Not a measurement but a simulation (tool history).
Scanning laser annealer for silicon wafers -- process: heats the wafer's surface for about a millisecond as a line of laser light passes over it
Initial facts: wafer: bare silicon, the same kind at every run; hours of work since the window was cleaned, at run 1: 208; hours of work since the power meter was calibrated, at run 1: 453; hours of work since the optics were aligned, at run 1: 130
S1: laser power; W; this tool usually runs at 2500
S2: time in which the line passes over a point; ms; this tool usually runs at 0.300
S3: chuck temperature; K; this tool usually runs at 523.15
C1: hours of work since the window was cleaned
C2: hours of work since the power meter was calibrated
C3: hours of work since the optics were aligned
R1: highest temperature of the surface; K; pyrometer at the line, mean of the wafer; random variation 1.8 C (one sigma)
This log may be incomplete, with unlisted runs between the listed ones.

run 1 hour=0.0 | S1=2500 S2=0.300 S3=523.15 | C1=208 C2=453 C3=130 | R1=1244.15
run 2 hour=12.0 | S1=2500 S2=0.327 S3=523.15 | C1=215 C2=460 C3=137 | R1=1274.15
run 3 hour=31.5 | S1=2500 S2=0.300 S3=523.15 | C1=226 C2=471 C3=148 | R1=1240.15
run 4 hour=45.2 | S1=2500 S2=0.300 S3=523.15 | C1=233 C2=479 C3=156 | R1=1242.15
run 5 hour=57.6 | S1=2204 S2=0.300 S3=523.15 | C1=240 C2=486 C3=163 | R1=1156.15
run 6 hour=77.2 | S1=2204 S2=0.300 S3=523.15 | C1=251 C2=497 C3=174 | R1=1152.15
run 7 hour=93.4 | S1=2204 S2=0.300 S3=523.15 | C1=261 C2=506 C3=183 | R1=1153.15
run 8 hour=112.7 | S1=2204 S2=0.300 S3=523.15 | C1=271 C2=517 C3=194 | R1=1152.15
run 9 hour=132.0 | S1=2204 S2=0.300 S3=523.15 | C1=282 C2=528 C3=205 | R1=1149.15
run 10 hour=141.5 | S1=2204 S2=0.300 S3=523.15 | C1=288 C2=533 C3=210 | R1=1150.15
run 11 hour=162.1 | S1=2280 S2=0.300 S3=523.15 | C1=299 C2=545 C3=222 | R1=1175.15
run 12 hour=174.3 | S1=2280 S2=0.300 S3=523.15 | C1=306 C2=551 C3=229 | R1=1173.15
run 13 hour=192.8 | S1=2280 S2=0.300 S3=523.15 | C1=317 C2=562 C3=239 | R1=1170.15
run 14 hour=209.3 | S1=2500 S2=0.300 S3=523.15 | C1=326 C2=571 C3=248 | R1=1236.15
run 15 hour=224.6 | S1=2500 S2=0.300 S3=523.15 | C1=334 C2=580 C3=257 | R1=1231.15
run 16 hour=243.9 | S1=2500 S2=0.300 S3=523.15 | C1=345 C2=591 C3=268 | R1=1233.15
run 17 hour=259.2 | S1=2500 S2=0.300 S3=523.15 | C1=354 C2=599 C3=277 | R1=1231.15
run 18 hour=271.9 | S1=2310 S2=0.300 S3=523.15 | C1=361 C2=606 C3=284 | R1=1174.15
run 19 hour=281.2 | S1=2310 S2=0.300 S3=523.15 | C1=366 C2=612 C3=289 | R1=1176.15
run 20 hour=292.7 | S1=2310 S2=0.300 S3=523.15 | C1=373 C2=618 C3=295 | R1=1178.15
run 21 hour=306.8 | S1=2310 S2=0.300 S3=523.15 | C1=381 C2=626 C3=303 | R1=1177.15
-- hour=313.0 optics aligned, line set to its width
run 22 hour=328.8 | S1=2310 S2=0.300 S3=523.15 | C1=390 C2=636 C3=9 | R1=1178.15
run 23 hour=341.9 | S1=2476 S2=0.300 S3=550.15 | C1=398 C2=643 C3=16 | R1=1249.15
run 24 hour=350.8 | S1=2134 S2=0.215 S3=490.15 | C1=403 C2=648 C3=21 | R1=993.15
-- hour=363.8 optics aligned, line set to its width, once more
run 25 hour=366.7 | S1=2159 S2=0.223 S3=521.15 | C1=409 C2=654 C3=2 | R1=1038.15
run 26 hour=381.3 | S1=2513 S2=0.278 S3=523.15 | C1=417 C2=662 C3=10 | R1=1202.15
run 27 hour=391.3 | S1=2513 S2=0.278 S3=523.15 | C1=423 C2=668 C3=16 | R1=1206.15
run 28 hour=402.8 | S1=2500 S2=0.252 S3=504.15 | C1=429 C2=674 C3=22 | R1=1145.15
run 29 hour=418.5 | S1=2500 S2=0.252 S3=504.15 | C1=438 C2=683 C3=31 | R1=1146.15
-- hour=431.6 window over the wafer cleaned
run 30 hour=433.0 | S1=2500 S2=0.252 S3=504.15 | C1=1 C2=690 C3=38 | R1=1168.15
run 31 hour=441.9 | S1=2500 S2=0.252 S3=504.15 | C1=6 C2=695 C3=43 | R1=1168.15
run 32 hour=452.6 | S1=2243 S2=0.241 S3=508.15 | C1=12 C2=701 C3=49 | R1=1090.15
run 33 hour=469.8 | S1=2243 S2=0.295 S3=520.15 | C1=22 C2=711 C3=59 | R1=1170.15
run 34 hour=486.4 | S1=2500 S2=0.307 S3=550.15 | C1=31 C2=720 C3=68 | R1=1286.15
run 35 hour=495.1 | S1=2705 S2=0.246 S3=523.15 | C1=36 C2=725 C3=73 | R1=1230.15
run 36 hour=505.5 | S1=2353 S2=0.235 S3=511.15 | C1=42 C2=731 C3=79 | R1=1111.15
run 37 hour=522.7 | S1=2353 S2=0.235 S3=511.15 | C1=51 C2=741 C3=88 | R1=1112.15
run 38 hour=534.1 | S1=2571 S2=0.362 S3=533.15 | C1=58 C2=747 C3=95 | R1=1359.15
run 39 hour=552.0 | S1=2367 S2=0.300 S3=523.15 | C1=68 C2=757 C3=105 | R1=1211.15
run 40 hour=561.7 | S1=2668 S2=0.341 S3=523.15 | C1=73 C2=763 C3=110 | R1=1356.15

Some steps in R1, run to run, broken into two amounts with sign: the step expected even without the hidden condition (settings, incoming material, random variation), and the rest, left for the hidden condition together with whatever gauge scatter is not in both the measured and the hidden-condition-free result:
The hidden state here: light that passes the window, % of a clean one's; laser's true power over the reading, %; width of the line over the set one, %; drift of the gauge itself on peak_c, C.
Run 23 -> 24: S1 2476 -> 2134, S2 0.300 -> 0.215, S3 550.15 -> 490.15. R1 -256.00 K: hidden state +8.00, all else -264.00.
Run 25 -> 26: S1 2159 -> 2513, S2 0.223 -> 0.278, S3 521.15 -> 523.15. R1 +164.00 K: hidden state -8.00, all else +172.00.
Run 29 -> 30: window over the wafer cleaned. R1 +22.00 K: hidden state +24.00, all else -2.00.
Run 37 -> 38: S1 2353 -> 2571, S2 0.235 -> 0.362, S3 511.15 -> 533.15. R1 +247.00 K: hidden state -3.00, all else +250.00.
